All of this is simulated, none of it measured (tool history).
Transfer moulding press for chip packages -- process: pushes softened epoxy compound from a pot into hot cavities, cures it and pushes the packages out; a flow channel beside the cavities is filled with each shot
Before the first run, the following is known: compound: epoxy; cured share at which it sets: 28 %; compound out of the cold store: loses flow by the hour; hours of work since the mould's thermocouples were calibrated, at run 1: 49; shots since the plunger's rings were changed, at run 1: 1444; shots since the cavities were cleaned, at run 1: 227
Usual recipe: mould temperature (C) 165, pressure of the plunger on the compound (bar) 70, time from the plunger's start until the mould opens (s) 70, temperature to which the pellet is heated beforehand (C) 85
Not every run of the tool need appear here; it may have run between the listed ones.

run	hour	mould temperature (C)	pressure of the plunger on the compound (bar)	time from the plunger's start until the mould opens (s)	temperature to which the pellet is heated beforehand (C)	hours of work since the mould's thermocouples were calibrated	shots since the plunger's rings were changed	shots since the cavities were cleaned	incoming compound's hours out of the cold store	length that the compound runs in the flow channel (mm)	greatest force on the pins that push the packages out (N)
1	0	165	70	70	85	49	1444	227	23.8	495	513
# hour 12.2: cavities cleaned with cleaning compound and waxed
# hour 37.7: cavities cleaned with cleaning compound and waxed
# hour 63.2: cavities cleaned with cleaning compound and waxed
2	79.3	165	56.1	70	85	107	2774	287	19.9	440	546
# hour 90.4: cavities cleaned with cleaning compound and waxed
# hour 119: cavities cleaned with cleaning compound and waxed
# hour 146.9: cavities cleaned with cleaning compound and waxed
3	155.6	165	56.1	61	85	163	4051	155	23.6	423	710
# hour 172.4: cavities cleaned with cleaning compound and waxed
# hour 197.7: plunger's sealing rings changed
# hour 204.9: cavities cleaned with cleaning compound and waxed
4	208.3	165	56.1	61	85	199	162	61	44.5	390	568
# hour 231.3: cavities cleaned with cleaning compound and waxed
# hour 261.3: cavities cleaned with cleaning compound and waxed
5	263.1	162	56.1	61	85	239	1082	32	21	464	821
# hour 290.9: cavities cleaned with cleaning compound and waxed
6	303.6	162	56.1	61	85	269	1776	226	46.4	387	808
# hour 315.8: cavities cleaned with cleaning compound and waxed
# hour 344.7: cavities cleaned with cleaning compound and waxed
7	367.1	162	56.1	61	85	316	2852	398	17.6	455	1009
# hour 372.9: cavities cleaned with cleaning compound and waxed
# hour 399.6: cavities cleaned with cleaning compound and waxed
# hour 428.9: cavities cleaned with cleaning compound and waxed
# hour 456: cavities cleaned with cleaning compound and waxed
8	459.4	165	71.1	61	85	382	4385	60	47.9	410	551
# hour 477: plunger's sealing rings changed
# hour 484: cavities cleaned with cleaning compound and waxed
# hour 514: cavities cleaned with cleaning compound and waxed
# hour 541.8: cavities cleaned with cleaning compound and waxed
9	555.4	165	70	70	87	451	1314	242	38.3	445	446
# hour 568.3: cavities cleaned with cleaning compound and waxed
# hour 594.2: cavities cleaned with cleaning compound and waxed
# hour 623.3: cavities cleaned with cleaning compound and waxed
# hour 650.1: cavities cleaned with cleaning compound and waxed
10	650.1	165	52.4	70	81	519	2891	0	10.6	462	403
# hour 676.9: cavities cleaned with cleaning compound and waxed
# hour 705.4: cavities cleaned with cleaning compound and waxed
11	720.7	165	52.4	70	81	572	4092	272	37.9	376	495

Forecast each of these 3 alternatives for the next run:
# hour 731.3: cavities cleaned with cleaning compound and waxed
# hour 759.8: plunger's sealing rings changed
# hour 761.3: cavities cleaned with cleaning compound and waxed
# hour 786.3: cavities cleaned with cleaning compound and waxed
A	808.1	169	53	64	85	634	805	388	36	?	?
# hour 731.3: cavities cleaned with cleaning compound and waxed
# hour 759.8: plunger's sealing rings changed
# hour 761.3: cavities cleaned with cleaning compound and waxed
# hour 786.3: cavities cleaned with cleaning compound and waxed
B	808.1	165	76.4	87	77	634	805	388	20.2	?	?
# hour 731.3: cavities cleaned with cleaning compound and waxed
# hour 759.8: plunger's sealing rings changed
# hour 761.3: cavities cleaned with cleaning compound and waxed
# hour 786.3: cavities cleaned with cleaning compound and waxed
C	808.1	159	52.4	70	81	634	805	388	29	?	?

run	length that the compound runs in the flow channel (mm)	greatest force on the pins that push the packages out (N)
A	391	473
B	537	412
C	430	837
With no hidden state in the tool, these same runs would have given:
run	length that the compound runs in the flow channel (mm)	greatest force on the pins that push the packages out (N)
A	400	376
B	549	315
C	440	681
